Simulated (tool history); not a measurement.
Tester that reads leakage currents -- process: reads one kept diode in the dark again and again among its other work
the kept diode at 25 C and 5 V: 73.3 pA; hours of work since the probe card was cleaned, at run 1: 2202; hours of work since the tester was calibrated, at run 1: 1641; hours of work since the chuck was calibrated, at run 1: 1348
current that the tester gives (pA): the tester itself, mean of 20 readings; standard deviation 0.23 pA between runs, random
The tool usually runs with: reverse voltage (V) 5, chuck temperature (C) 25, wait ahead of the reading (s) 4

run,day,reverse voltage (V),chuck temperature (C),wait ahead of the reading (s),hours of work since the probe card was cleaned,hours of work since the tester was calibrated,hours of work since the chuck was calibrated,current that the tester gives (pA)
1,0,5,25,4,2202,1641,1348,90.2
2,3.025,5,25,4,2250,1689,1396,90.88
3,7.796,5,25,4.82,2325,1765,1471,91.38
4,12.862,5,25,4,2406,1845,1552,92.32
# day 15.521: chuck's temperature calibrated
5,15.808,5,25,4,2451,1891,5,81.86
6,20.492,5,25,4,2525,1965,79,82.22
7,24.767,5,25,4,2593,2033,147,83.03
8,31.083,5,25,4,2693,2133,247,84.06
9,33.633,17.75,25,4,2734,2173,287,181.14
# day 34.712: tester calibrated
10,36.712,17.75,25,4,2781,32,335,178.54
11,41.167,17.75,49,4,2852,102,405,894.37
12,45.912,5,25,4,2927,178,481,84.92
13,52.012,5,25,4.03,3024,274,577,86.33
14,55.471,5,25,4.03,3078,329,632,86.59
15,58.871,5,25,4.03,3132,383,686,87.29
16,64.058,5,25,4,3215,465,768,88.26
17,67.754,5,51,4,3273,524,827,529.38
18,70.567,5,25,0.52,3318,568,871,90.74
19,76.771,5,25,0.52,3416,667,970,91.81
20,79.708,5,25,4,3463,713,1016,89.96

Run 21 has not been measured yet. What should we expect?
21,86.017,5,29,7.13,3563,813,1116,?

Run 21 produced current that the tester gives (pA) 121.2.
Without the tool's hidden state the same run would have given current that the tester gives (pA) 101.4.
